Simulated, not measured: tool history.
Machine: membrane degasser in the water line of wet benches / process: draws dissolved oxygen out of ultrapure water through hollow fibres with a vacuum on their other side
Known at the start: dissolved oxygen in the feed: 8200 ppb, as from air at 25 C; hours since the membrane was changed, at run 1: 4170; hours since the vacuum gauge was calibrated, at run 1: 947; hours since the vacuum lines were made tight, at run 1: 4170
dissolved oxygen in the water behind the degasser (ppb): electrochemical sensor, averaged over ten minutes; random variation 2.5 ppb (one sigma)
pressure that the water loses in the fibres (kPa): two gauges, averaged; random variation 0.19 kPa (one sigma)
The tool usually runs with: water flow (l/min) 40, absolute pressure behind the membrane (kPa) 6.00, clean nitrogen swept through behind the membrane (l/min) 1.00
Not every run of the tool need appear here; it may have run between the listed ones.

run    hour  water flow (l/min)  absolute pressure behind the membrane (kPa)  clean nitrogen swept through behind the membrane (l/min)  hours since the membrane was changed  hours since the vacuum gauge was calibrated  hours since the vacuum lines were made tight  dissolved oxygen in the water behind the degasser (ppb)  pressure that the water loses in the fibres (kPa)
  1     0.0                  40                                         6.00                                                      1.00                                  4170                                          947                                          4170                                                    242.8                                              38.24
  2   201.7                  40                                         6.96                                                      1.00                                  4372                                         1149                                          4372                                                    324.2                                              38.40
      307.7  -- seals of the vacuum lines changed
  3   478.5                  40                                         6.96                                                      1.00                                  4647                                         1423                                           171                                                    316.3                                              38.76
  4   606.7                  40                                         3.79                                                      1.00                                  4775                                         1552                                           299                                                     71.2                                              38.65
  5   832.8                  40                                         3.79                                                      1.00                                  5001                                         1778                                           525                                                     71.6                                              39.04
  6  1009.4                  40                                         6.00                                                      0.57                                  5178                                         1954                                           702                                                    353.3                                              38.52
  7  1277.3                  40                                         6.00                                                      0.57                                  5446                                         2222                                           970                                                    353.8                                              38.39
  8  1499.5                  40                                         6.00                                                      1.00                                  5668                                         2444                                          1192                                                    243.3                                              38.48
  9  1736.4                  40                                        14.41                                                      1.00                                  5905                                         2681                                          1429                                                    834.6                                              38.65
 10  1850.2                  40                                        14.41                                                      1.00                                  6019                                         2795                                          1543                                                    861.3                                              38.88
 11  2089.0                  40                                        14.41                                                      1.18                                  6257                                         3034                                          1781                                                    763.6                                              38.39
 12  2275.2                  40                                        14.41                                                      1.18                                  6443                                         3220                                          1967                                                    739.0                                              38.66
 13  2443.4                  40                                         6.00                                                      1.00                                  6612                                         3388                                          2136                                                    241.6                                              38.55
 14  2580.5                  40                                         6.00                                                      0.55                                  6749                                         3525                                          2273                                                    355.6                                              38.59
 15  2775.8                  47                                         6.00                                                      0.97                                  6944                                         3721                                          2468                                                    292.9                                              45.22
 16  3047.0                  47                                         5.36                                                      0.48                                  7215                                         3992                                          2739                                                    358.7                                              45.05

What will run 17 give?
     3110.5  -- vacuum gauge calibrated
 17  3206.4                  40                                         7.45                                                      1.00                                  7374                                           96                                          2898                                                        ?                                                  ?

{"run 17": {"dissolved oxygen in the water behind the degasser (ppb)": 349.2, "pressure that the water loses in the fibres (kPa)": 38.14}}
Take away the tool's hidden state, keep the run-to-run variation as it was, and the same run would have given dissolved oxygen in the water behind the degasser (ppb) 349.0, pressure that the water loses in the fibres (kPa) 38.08.
